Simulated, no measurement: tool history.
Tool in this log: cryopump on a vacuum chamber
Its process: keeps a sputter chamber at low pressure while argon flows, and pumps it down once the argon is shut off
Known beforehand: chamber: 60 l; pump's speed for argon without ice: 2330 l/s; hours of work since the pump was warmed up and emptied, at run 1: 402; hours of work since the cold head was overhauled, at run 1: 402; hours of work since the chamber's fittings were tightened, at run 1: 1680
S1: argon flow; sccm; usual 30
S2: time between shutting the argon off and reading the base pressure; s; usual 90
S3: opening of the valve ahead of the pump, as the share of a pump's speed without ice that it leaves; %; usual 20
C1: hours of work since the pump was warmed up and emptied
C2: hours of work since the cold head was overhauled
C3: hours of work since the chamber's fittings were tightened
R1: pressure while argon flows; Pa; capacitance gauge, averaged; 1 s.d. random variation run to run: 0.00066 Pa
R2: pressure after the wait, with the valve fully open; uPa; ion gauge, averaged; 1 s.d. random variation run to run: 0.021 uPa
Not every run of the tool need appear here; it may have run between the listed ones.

| run | hour | S1 | S2 | S3 | C1 | C2 | C3 | R1 | R2 |
|---|---|---|---|---|---|---|---|---|---|
| 1 | 0.0 | 30 | 90 | 20 | 402 | 402 | 1680 | 0.1151 | 1.81 |
| 2 | 8.1 | 30 | 90 | 20 | 409 | 409 | 1687 | 0.1134 | 1.87 |
| 3 | 21.3 | 12 | 90 | 20 | 420 | 420 | 1698 | 0.0440 | 1.85 |
| 4 | 30.6 | 12 | 90 | 20 | 428 | 428 | 1706 | 0.0474 | 1.80 |
| 5 | 41.3 | 30 | 90 | 25 | 437 | 437 | 1715 | 0.0927 | 1.86 |
| 6 | 55.7 | 30 | 90 | 20 | 449 | 449 | 1727 | 0.1138 | 1.89 |
| 7 | 63.8 | 30 | 90 | 20 | 456 | 456 | 1734 | 0.1136 | 1.91 |
| 8 | 71.1 | 30 | 90 | 20 | 462 | 462 | 1740 | 0.1146 | 1.84 |
| 9 | 78.2 | 30 | 90 | 20 | 468 | 468 | 1746 | 0.1143 | 1.95 |
| 10 | 88.9 | 30 | 90 | 20 | 477 | 477 | 1755 | 0.1145 | 1.90 |
| 11 | 97.2 | 30 | 39 | 20 | 484 | 484 | 1762 | 0.1153 | 2.21 |
| 12 | 108.1 | 30 | 39 | 22 | 493 | 493 | 1771 | 0.1062 | 2.28 |
| 13 | 121.9 | 53 | 115 | 18 | 505 | 505 | 1783 | 0.2261 | 1.99 |
| 14 | 131.4 | 19 | 90 | 20 | 512 | 512 | 1791 | 0.0732 | 1.92 |
| 15 | 144.4 | 19 | 90 | 20 | 523 | 523 | 1801 | 0.0736 | 2.14 |
| 16 | 159.2 | 19 | 90 | 20 | 536 | 536 | 1814 | 0.0736 | 2.07 |
| 17 | 170.7 | 12 | 78 | 37 | 545 | 545 | 1823 | 0.0273 | 2.00 |
| 18 | 179.3 | 12 | 207 | 17 | 553 | 553 | 1831 | 0.0542 | 2.00 |
| 19 | 189.3 | 20 | 207 | 51 | 561 | 561 | 1839 | 0.0339 | 1.99 |
| 20 | 195.8 | 15 | 90 | 20 | 566 | 566 | 1844 | 0.0585 | 2.13 |
| 21 | 207.8 | 30 | 21 | 20 | 577 | 577 | 1855 | 0.1167 | 2.70 |
| 22 | 219.5 | 23 | 288 | 15 | 586 | 586 | 1864 | 0.1179 | 2.02 |
| 23 | 231.6 | 23 | 288 | 15 | 596 | 596 | 1875 | 0.1181 | 2.03 |
| 24 | 245.3 | 23 | 288 | 15 | 608 | 608 | 1886 | 0.1181 | 2.03 |

3 ways to go on from here, each from the tool as it stands after run 24. What would each give?
| A | 257.1 | 30 | 139 | 19 | 618 | 618 | 1896 | ? | ? |
| B | 257.1 | 21 | 90 | 20 | 618 | 618 | 1896 | ? | ? |
| C | 257.1 | 23 | 114 | 45 | 618 | 618 | 1896 | ? | ? |

| run | R1 | R2 |
|---|---|---|
| A | 0.1226 | 2.15 |
| B | 0.0823 | 2.26 |
| C | 0.0432 | 2.21 |
What these runs would have given with no unlogged condition in the tool:
| run | R1 | R2 |
|---|---|---|
| A | 0.1141 | 0.25 |
| B | 0.0762 | 0.33 |
| C | 0.0366 | 0.27 |

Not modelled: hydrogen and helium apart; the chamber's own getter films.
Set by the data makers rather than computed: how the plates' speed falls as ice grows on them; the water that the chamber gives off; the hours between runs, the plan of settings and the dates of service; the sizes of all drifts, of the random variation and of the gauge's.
